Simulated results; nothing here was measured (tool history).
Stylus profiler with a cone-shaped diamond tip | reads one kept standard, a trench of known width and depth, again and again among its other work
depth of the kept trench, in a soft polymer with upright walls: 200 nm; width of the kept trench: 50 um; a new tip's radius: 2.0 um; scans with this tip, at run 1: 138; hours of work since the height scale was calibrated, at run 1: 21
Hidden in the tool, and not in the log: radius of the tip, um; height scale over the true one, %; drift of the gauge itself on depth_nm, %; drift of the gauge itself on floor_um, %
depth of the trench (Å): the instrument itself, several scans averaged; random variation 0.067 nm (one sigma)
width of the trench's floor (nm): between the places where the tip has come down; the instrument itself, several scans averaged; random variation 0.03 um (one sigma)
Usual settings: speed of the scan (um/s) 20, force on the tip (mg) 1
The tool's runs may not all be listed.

run,hour,speed of the scan (um/s),force on the tip (mg),scans with this tip,hours of work since the height scale was calibrated,depth of the trench (Å),width of the trench's floor (nm)
1,0,20,1,138,21,2014.4,48060
2,11.6,20,0.39,172,26,2007.7,47960
3,25.3,20,1,212,32,2014.8,48050
4,39.7,20,1,253,38,2015.9,48070
5,53.4,20,1,294,44,2015.5,48070
6,67.8,20,1,335,50,2016.4,48100
7,88.6,20,1,396,59,2015.4,48070
8,100.1,20,1,430,64,2016.6,48040
9,113.3,20,1,468,70,2015.4,48050
10,130.6,55,1,519,78,2015.9,47830
11,144.2,55,1,559,84,2016.1,47850
12,163.8,55,1,616,92,2015.3,47810
13,180.1,55,1,663,99,2016.6,47780
# hour 181.8: height scale calibrated on a step standard
14,199.3,55,1,718,8,2015.8,47820
15,212.3,7,2.73,756,13,2030.6,48150
16,233.3,56,1.83,817,23,2023.8,47870
17,256.9,17,0.4,886,33,2007.4,47970
# hour 272.9: height scale calibrated on a step standard, once more
18,274,32,1.26,934,0,2018.9,47970
19,291.8,18,1.08,986,8,2016.1,48000
20,316,14,0.74,1057,19,2014.3,48030
21,336.9,14,0.74,1118,28,2012.8,48010
22,350.5,38,0.35,1158,34,2008.1,47720
23,367.1,38,2.12,1206,41,2027,47940
24,385.1,38,2.12,1259,49,2028.3,47940
25,408.2,23,1.11,1326,59,2018.4,47990
26,428.9,23,1.11,1386,68,2017.7,48030
27,448.4,6,0.38,1443,77,2008.6,48050

Forecast each of these 5 alternatives for the next run:
A,459,16,1,1474,81,?,?
B,459,20,1.21,1474,81,?,?
C,459,6,0.8,1474,81,?,?
D,459,20,2.15,1474,81,?,?
E,459,6,2.61,1474,81,?,?

run,depth of the trench (Å),width of the trench's floor (nm)
A,2016.6,48010
B,2019.8,47990
C,2014.5,48040
D,2028.5,47990
E,2031.7,48140
Without the tool's hidden state the same runs would have given:
run,depth of the trench (Å),width of the trench's floor (nm)
A,2016.5,48150
B,2019.7,48130
C,2014.4,48180
D,2028.4,48130
E,2031.7,48280
